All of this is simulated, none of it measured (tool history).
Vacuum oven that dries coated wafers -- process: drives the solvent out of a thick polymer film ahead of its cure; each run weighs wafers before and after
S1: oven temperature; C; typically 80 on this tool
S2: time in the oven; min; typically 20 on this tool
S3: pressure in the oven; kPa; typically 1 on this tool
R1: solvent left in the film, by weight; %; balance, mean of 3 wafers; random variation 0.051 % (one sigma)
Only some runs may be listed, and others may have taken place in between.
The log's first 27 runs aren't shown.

run 28 hour=366.8 | S1=67 S2=20 S3=1.57 | R1=5.07
run 29 hour=385.9 | S1=67 S2=20 S3=1.57 | R1=5.13
run 30 hour=402.6 | S1=67 S2=20 S3=1.57 | R1=5.14
run 31 hour=415.1 | S1=67 S2=20 S3=1.57 | R1=5.21
run 32 hour=428.5 | S1=67 S2=18 S3=1.99 | R1=5.74
run 33 hour=443.3 | S1=87 S2=24 S3=0.74 | R1=0.32
run 34 hour=461.5 | S1=77 S2=20 S3=3.38 | R1=2.54
run 35 hour=479.2 | S1=77 S2=20 S3=3.38 | R1=2.5
run 36 hour=493.2 | S1=79 S2=21 S3=1.15 | R1=1.53
run 37 hour=506.4 | S1=78 S2=13 S3=1.15 | R1=3.37
run 38 hour=525.6 | S1=83 S2=29 S3=1 | R1=0.41
run 39 hour=541.8 | S1=83 S2=29 S3=0.68 | R1=0.36
run 40 hour=551.8 | S1=81 S2=14 S3=0.68 | R1=2.07
run 41 hour=564 | S1=81 S2=14 S3=0.68 | R1=2.15
run 42 hour=573.3 | S1=82 S2=23 S3=1.16 | R1=0.88
run 43 hour=588.1 | S1=80 S2=20 S3=1.15 | R1=1.38
run 44 hour=602.4 | S1=79 S2=20 S3=1.18 | R1=1.65
run 45 hour=617.3 | S1=79 S2=20 S3=1.18 | R1=1.52
run 46 hour=632.6 | S1=80 S2=20 S3=1 | R1=1.41
run 47 hour=646.8 | S1=83 S2=11 S3=1 | R1=2.58

Alternative continuations, all from the tool just after run 47; predict every row:
run A hour=664.1 | S1=80 S2=26 S3=1 | R1=?
run B hour=664.1 | S1=74 S2=11 S3=2.97 | R1=?
run C hour=664.1 | S1=71 S2=13 S3=0.69 | R1=?

run=A R1=0.95
run=B R1=5.52
run=C R1=5.47
Take away the tool's hidden state, keep each run's random variation, and the runs would have read:
run=A R1=0.96
run=B R1=5.59
run=C R1=5.54

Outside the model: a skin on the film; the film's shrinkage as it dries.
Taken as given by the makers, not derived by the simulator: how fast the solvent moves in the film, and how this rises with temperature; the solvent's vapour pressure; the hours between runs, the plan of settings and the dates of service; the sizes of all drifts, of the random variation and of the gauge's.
